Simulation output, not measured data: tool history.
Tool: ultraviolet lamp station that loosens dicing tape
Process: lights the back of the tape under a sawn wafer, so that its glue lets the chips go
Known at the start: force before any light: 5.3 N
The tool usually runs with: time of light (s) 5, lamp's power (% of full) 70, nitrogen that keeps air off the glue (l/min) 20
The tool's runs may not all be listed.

run	hour	time of light (s)	lamp's power (% of full)	nitrogen that keeps air off the glue (l/min)	force that peels the tape off (N)	light that reached the tape (mJ/cm²)
1	0	5	70	20	0.758	358
2	14.3	2	70	20	2.413	143
3	22.2	2	70	20	2.321	144
4	36	2	70	20	2.353	143
5	44.5	2	70	20	2.405	140
6	58.5	2	70	20	2.318	141
7	70.8	2	70	20	2.296	143
8	77.4	3	70	20	1.577	209
9	86	5	65	20	0.891	329
10	93.8	5	70	20	0.787	347
# hour 95.3: window cleaned of glue's vapour
11	101	5	70	20	0.838	344
12	114.7	5	64	20	0.89	315
13	123.3	8	64	25	0.417	502
14	136.9	8	64	25	0.385	499
15	144.8	8	81	40	0.237	631
16	158.4	8	91	20	0.236	709
# hour 166.2: window cleaned of glue's vapour, once more
17	166.2	8	91	20	0.226	731
18	173.4	8	91	20	0.229	732
19	183	9	60	21	0.359	548
20	195.4	9	60	21	0.365	542
21	207.2	4	75	6	1.451	296
22	213.2	4	75	6	1.514	300
23	220.8	7	93	7	0.38	654
24	227.1	2	98	6	2.305	196

Predict each of these 4 candidate next runs independently; none follows another, all start after run 24:
A	233.5	3	74	9	?	?
B	233.5	3	70	10	?	?
C	233.5	2	95	6	?	?
D	233.5	5	66	15	?	?

run	force that peels the tape off (N)	light that reached the tape (mJ/cm²)
A	1.889	218
B	1.873	208
C	2.41	189
D	0.986	329
The same runs, with their run-to-run variation unchanged, on a tool lacking any hidden condition would have given:
run	force that peels the tape off (N)	light that reached the tape (mJ/cm²)
A	1.621	251
B	1.615	240
C	2.134	218
D	0.785	378
